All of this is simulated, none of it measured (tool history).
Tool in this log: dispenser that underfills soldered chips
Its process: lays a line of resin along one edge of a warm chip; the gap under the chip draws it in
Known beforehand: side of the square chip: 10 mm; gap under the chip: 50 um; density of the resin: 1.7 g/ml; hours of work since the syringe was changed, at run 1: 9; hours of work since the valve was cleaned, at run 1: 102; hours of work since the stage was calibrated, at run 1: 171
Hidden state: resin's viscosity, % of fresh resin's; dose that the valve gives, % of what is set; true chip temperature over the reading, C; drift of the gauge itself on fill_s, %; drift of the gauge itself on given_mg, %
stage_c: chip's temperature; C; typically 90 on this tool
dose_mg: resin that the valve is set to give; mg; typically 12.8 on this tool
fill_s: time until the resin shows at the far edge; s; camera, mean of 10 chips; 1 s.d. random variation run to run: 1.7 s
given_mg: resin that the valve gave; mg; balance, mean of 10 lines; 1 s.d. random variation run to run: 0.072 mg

run	hour	stage_c	dose_mg	hours of work since the syringe was changed	hours of work since the valve was cleaned	hours of work since the stage was calibrated	fill_s	given_mg
1	0.0	90	12.8	9	102	171	280.8	12.12
# hour 1.4: dispensing valve cleaned and set on the balance
# hour 3.9: new syringe of resin
2	8.8	90	12.8	3	4	175	195.7	12.88
3	16.4	90	12.8	8	9	180	266.3	12.81
# hour 20.3: new syringe of resin
4	21.5	90	12.8	1	12	183	173.6	12.71
5	27.4	90	12.8	5	16	187	215.3	12.63
6	34.1	94	12.8	9	20	191	235.0	12.71
# hour 36.7: new syringe of resin
7	38.6	94	12.8	1	23	194	150.9	12.69
8	46.0	94	12.8	6	28	198	198.1	12.66
9	51.7	94	12.8	9	31	202	246.1	12.63
# hour 53.4: new syringe of resin
10	57.2	94	12.8	2	34	205	161.2	12.71
11	61.7	103	16.1	5	37	208	136.7	15.85
12	69.2	80	16.2	10	42	213	421.9	15.68
# hour 70.0: new syringe of resin
13	75.7	90	15.0	4	46	217	200.1	14.68
14	81.8	105	13.8	7	50	221	143.4	13.47
# hour 86.5: new syringe of resin
15	87.2	94	12.5	0	53	224	146.7	12.18
16	93.3	94	12.5	4	57	228	185.2	12.20
17	98.2	90	12.8	7	60	231	260.7	12.36

Predict each of these 3 candidate next runs independently; none follows another, all start after run 17:
A	102.3	90	11.7	10	62	233	?	?
B	102.3	96	13.7	10	62	233	?	?
C	102.3	87	15.5	10	62	233	?	?

run	fill_s	given_mg
A	300.2	11.24
B	236.6	13.22
C	331.1	14.93
Take away the tool's hidden state, keep each run's random variation, and the runs would have read:
run	fill_s	given_mg
A	170.1	11.64
B	134.4	13.69
C	188.9	15.46
